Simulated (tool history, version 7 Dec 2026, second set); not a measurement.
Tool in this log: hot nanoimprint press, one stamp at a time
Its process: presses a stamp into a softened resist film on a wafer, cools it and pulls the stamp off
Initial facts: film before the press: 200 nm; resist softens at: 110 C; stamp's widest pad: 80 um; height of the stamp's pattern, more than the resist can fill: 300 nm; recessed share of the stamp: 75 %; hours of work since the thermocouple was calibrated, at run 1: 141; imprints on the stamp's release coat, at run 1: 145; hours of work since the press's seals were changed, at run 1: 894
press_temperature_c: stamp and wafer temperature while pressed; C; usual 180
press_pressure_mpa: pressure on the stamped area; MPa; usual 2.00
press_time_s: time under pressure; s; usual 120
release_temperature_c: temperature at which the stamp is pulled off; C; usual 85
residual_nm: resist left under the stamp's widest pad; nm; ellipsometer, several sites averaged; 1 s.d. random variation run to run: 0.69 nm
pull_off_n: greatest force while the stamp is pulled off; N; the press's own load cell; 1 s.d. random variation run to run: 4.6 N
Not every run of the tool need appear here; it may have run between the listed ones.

| run | hour | press_temperature_c | press_pressure_mpa | press_time_s | release_temperature_c | hours of work since the thermocouple was calibrated | imprints on the stamp's release coat | hours of work since the press's seals were changed | residual_nm | pull_off_n |
|---|---|---|---|---|---|---|---|---|---|---|
| 1 | 0.0 | 180 | 2.00 | 120 | 85 | 141 | 145 | 894 | 78.0 | 234 |
| 2 | 51.3 | 180 | 2.00 | 120 | 85 | 171 | 271 | 924 | 78.2 | 232 |
| 3 | 97.8 | 180 | 2.84 | 120 | 85 | 198 | 386 | 951 | 64.5 | 246 |
| 4 | 123.1 | 180 | 2.84 | 120 | 85 | 213 | 448 | 966 | 64.2 | 242 |
| 5 | 145.0 | 180 | 2.84 | 120 | 85 | 225 | 502 | 979 | 63.6 | 250 |
| 6 | 191.1 | 180 | 2.84 | 120 | 85 | 252 | 615 | 1006 | 62.9 | 253 |
|  | 209.9 | stamp cleaned and given a new release coat |
| 7 | 244.9 | 180 | 2.00 | 120 | 85 | 280 | 86 | 1034 | 77.0 | 224 |
| 8 | 272.3 | 180 | 2.00 | 120 | 85 | 296 | 153 | 1050 | 75.5 | 232 |
| 9 | 317.5 | 180 | 2.00 | 120 | 85 | 323 | 265 | 1076 | 76.6 | 237 |
| 10 | 368.9 | 180 | 2.00 | 120 | 85 | 353 | 391 | 1106 | 75.5 | 242 |
| 11 | 391.8 | 192 | 2.00 | 120 | 89 | 366 | 448 | 1120 | 47.6 | 217 |
| 12 | 418.4 | 183 | 1.39 | 110 | 83 | 382 | 513 | 1135 | 84.0 | 254 |
| 13 | 439.4 | 183 | 1.39 | 110 | 83 | 394 | 565 | 1148 | 83.8 | 262 |
| 14 | 467.3 | 183 | 1.39 | 110 | 83 | 410 | 634 | 1164 | 84.4 | 256 |
|  | 477.8 | stamp cleaned and given a new release coat |
| 15 | 517.6 | 183 | 1.39 | 110 | 83 | 436 | 99 | 1190 | 83.5 | 235 |

5 ways to go on from here, each from the tool as it stands after run 15. What would each give?
| A | 541.9 | 170 | 2.69 | 110 | 73 | 451 | 158 | 1204 | ? | ? |
| B | 541.9 | 177 | 1.55 | 74 | 85 | 451 | 158 | 1204 | ? | ? |
| C | 541.9 | 183 | 1.39 | 110 | 78 | 451 | 158 | 1204 | ? | ? |
| D | 541.9 | 183 | 1.45 | 215 | 83 | 451 | 158 | 1204 | ? | ? |
| E | 541.9 | 190 | 2.92 | 120 | 73 | 451 | 158 | 1204 | ? | ? |

| run | residual_nm | pull_off_n |
|---|---|---|
| A | 100.6 | 278 |
| B | 110.1 | 228 |
| C | 83.0 | 261 |
| D | 64.1 | 231 |
| E | 40.5 | 270 |
What these runs would have given with no unlogged condition in the tool:
| run | residual_nm | pull_off_n |
|---|---|---|
| A | 107.9 | 277 |
| B | 117.4 | 230 |
| C | 88.7 | 261 |
| D | 68.8 | 232 |
| E | 42.5 | 269 |
